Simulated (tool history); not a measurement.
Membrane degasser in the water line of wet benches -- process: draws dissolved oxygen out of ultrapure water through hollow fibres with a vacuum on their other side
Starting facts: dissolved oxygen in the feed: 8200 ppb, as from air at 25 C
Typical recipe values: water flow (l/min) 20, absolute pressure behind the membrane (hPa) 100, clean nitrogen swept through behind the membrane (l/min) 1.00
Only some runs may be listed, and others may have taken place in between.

run,hour,water flow (l/min),absolute pressure behind the membrane (hPa),clean nitrogen swept through behind the membrane (l/min),dissolved oxygen in the water behind the degasser (ppb),pressure that the water loses in the fibres (hPa)
1,0.0,20,100,1.00,332.5,370.4
2,94.4,20,137,1.00,482.5,369.7
3,169.4,20,137,1.00,479.7,367.8
4,260.3,20,137,1.00,484.5,367.2
5,303.9,20,137,1.00,492.4,370.2
6,395.5,22,100,1.00,366.5,405.3
# hour 401.6: vacuum gauge calibrated
7,485.6,24,100,1.00,406.3,444.2
8,565.3,17,79,1.00,209.2,314.7
9,623.6,20,217,1.00,794.1,369.9
10,721.7,25,82,0.45,551.0,461.6
11,826.7,28,144,0.45,1191.1,518.5
12,905.2,20,144,2.11,285.6,369.8
13,959.7,18,219,2.11,401.2,334.1

What if the next run were any one of these 4? Each begins from the tool's condition after run 13:
# hour 980.7: vacuum gauge calibrated, once more
A,1024.3,23,105,1.92,?,?
# hour 980.7: vacuum gauge calibrated, once more
B,1024.3,13,219,2.11,?,?
# hour 980.7: vacuum gauge calibrated, once more
C,1024.3,13,80,1.47,?,?
# hour 980.7: vacuum gauge calibrated, once more
D,1024.3,15,236,1.91,?,?

run,dissolved oxygen in the water behind the degasser (ppb),pressure that the water loses in the fibres (hPa)
A,253.9,426.2
B,288.3,239.6
C,118.8,243.7
D,390.8,278.8
What these runs would have given with no unlogged condition in the tool:
run,dissolved oxygen in the water behind the degasser (ppb),pressure that the water loses in the fibres (hPa)
A,246.7,413.8
B,284.3,232.6
C,115.9,236.7
D,386.0,270.7
